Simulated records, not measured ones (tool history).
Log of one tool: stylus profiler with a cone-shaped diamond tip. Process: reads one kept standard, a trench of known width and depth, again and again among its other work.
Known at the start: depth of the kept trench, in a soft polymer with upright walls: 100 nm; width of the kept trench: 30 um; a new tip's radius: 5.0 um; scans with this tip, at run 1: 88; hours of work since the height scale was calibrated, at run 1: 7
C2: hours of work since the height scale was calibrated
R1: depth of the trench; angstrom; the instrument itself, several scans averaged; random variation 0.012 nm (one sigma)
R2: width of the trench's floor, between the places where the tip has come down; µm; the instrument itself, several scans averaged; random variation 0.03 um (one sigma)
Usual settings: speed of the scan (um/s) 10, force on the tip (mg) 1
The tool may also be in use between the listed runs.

{"run": 1, "hour": 0.0, "speed of the scan (um/s)": 10, "force on the tip (mg)": 1, "scans with this tip": 88, "C2": 7, "R1": 1008.7, "R2": 28.02}
{"run": 2, "hour": 27.2, "speed of the scan (um/s)": 10, "force on the tip (mg)": 1, "scans with this tip": 288, "C2": 22, "R1": 1008.5, "R2": 28.03}
{"run": 3, "hour": 60.2, "speed of the scan (um/s)": 10, "force on the tip (mg)": 1, "scans with this tip": 531, "C2": 41, "R1": 1008.6, "R2": 27.99}
{"run": 4, "hour": 90.0, "speed of the scan (um/s)": 3, "force on the tip (mg)": 1, "scans with this tip": 751, "C2": 58, "R1": 1008.7, "R2": 27.97}
{"run": 5, "hour": 116.6, "speed of the scan (um/s)": 3, "force on the tip (mg)": 1.01, "scans with this tip": 947, "C2": 74, "R1": 1008.9, "R2": 27.88}
{"run": 6, "hour": 143.5, "speed of the scan (um/s)": 10, "force on the tip (mg)": 1, "scans with this tip": 1145, "C2": 89, "R1": 1008.9, "R2": 27.84}
{"run": 7, "hour": 166.5, "speed of the scan (um/s)": 10, "force on the tip (mg)": 1, "scans with this tip": 1315, "C2": 102, "R1": 1008.9, "R2": 27.92}
{"run": 8, "hour": 195.0, "speed of the scan (um/s)": 10, "force on the tip (mg)": 1, "scans with this tip": 1525, "C2": 118, "R1": 1009.1, "R2": 27.84}
{"run": 9, "hour": 225.0, "speed of the scan (um/s)": 10, "force on the tip (mg)": 1, "scans with this tip": 1746, "C2": 136, "R1": 1009, "R2": 27.84}
{"run": 10, "hour": 243.7, "speed of the scan (um/s)": 10, "force on the tip (mg)": 1, "scans with this tip": 1883, "C2": 146, "R1": 1009, "R2": 27.81}
{"hour": 246.3, "done": "height scale calibrated on a step standard"}
{"run": 11, "hour": 276.4, "speed of the scan (um/s)": 10, "force on the tip (mg)": 1, "scans with this tip": 2121, "C2": 17, "R1": 1009, "R2": 27.83}
{"hour": 312.6, "done": "height scale calibrated on a step standard, once more"}
{"run": 12, "hour": 312.6, "speed of the scan (um/s)": 10, "force on the tip (mg)": 1, "scans with this tip": 2384, "C2": 0, "R1": 1008.7, "R2": 27.78}
{"run": 13, "hour": 327.5, "speed of the scan (um/s)": 10, "force on the tip (mg)": 1, "scans with this tip": 2493, "C2": 9, "R1": 1008.4, "R2": 27.71}
{"run": 14, "hour": 342.9, "speed of the scan (um/s)": 2, "force on the tip (mg)": 0.88, "scans with this tip": 2607, "C2": 17, "R1": 1008.3, "R2": 27.76}
{"run": 15, "hour": 369.4, "speed of the scan (um/s)": 5, "force on the tip (mg)": 0.58, "scans with this tip": 2802, "C2": 33, "R1": 1006.1, "R2": 27.7}
{"run": 16, "hour": 401.4, "speed of the scan (um/s)": 5, "force on the tip (mg)": 1.9, "scans with this tip": 3038, "C2": 51, "R1": 1013.2, "R2": 27.66}
{"run": 17, "hour": 419.3, "speed of the scan (um/s)": 3, "force on the tip (mg)": 0.38, "scans with this tip": 3170, "C2": 61, "R1": 1004.6, "R2": 27.75}
{"run": 18, "hour": 446.1, "speed of the scan (um/s)": 22, "force on the tip (mg)": 0.75, "scans with this tip": 3367, "C2": 76, "R1": 1007.6, "R2": 27.59}
{"run": 19, "hour": 477.0, "speed of the scan (um/s)": 22, "force on the tip (mg)": 0.75, "scans with this tip": 3594, "C2": 94, "R1": 1007.4, "R2": 27.57}
{"run": 20, "hour": 512.1, "speed of the scan (um/s)": 10, "force on the tip (mg)": 1.32, "scans with this tip": 3853, "C2": 114, "R1": 1010.6, "R2": 27.6}
{"run": 21, "hour": 543.2, "speed of the scan (um/s)": 7, "force on the tip (mg)": 0.78, "scans with this tip": 4082, "C2": 132, "R1": 1007.6, "R2": 27.56}

Forecast run 22:
{"run": 22, "hour": 566.8, "speed of the scan (um/s)": 33, "force on the tip (mg)": 0.63, "scans with this tip": 4256, "C2": 145, "R1": "?", "R2": "?"}

Run 22 gave R1 1006.7 angstrom, R2 27.48 µm.
Without the tool's hidden state the same run would have given R1 1006.2 angstrom, R2 27.88 µm.

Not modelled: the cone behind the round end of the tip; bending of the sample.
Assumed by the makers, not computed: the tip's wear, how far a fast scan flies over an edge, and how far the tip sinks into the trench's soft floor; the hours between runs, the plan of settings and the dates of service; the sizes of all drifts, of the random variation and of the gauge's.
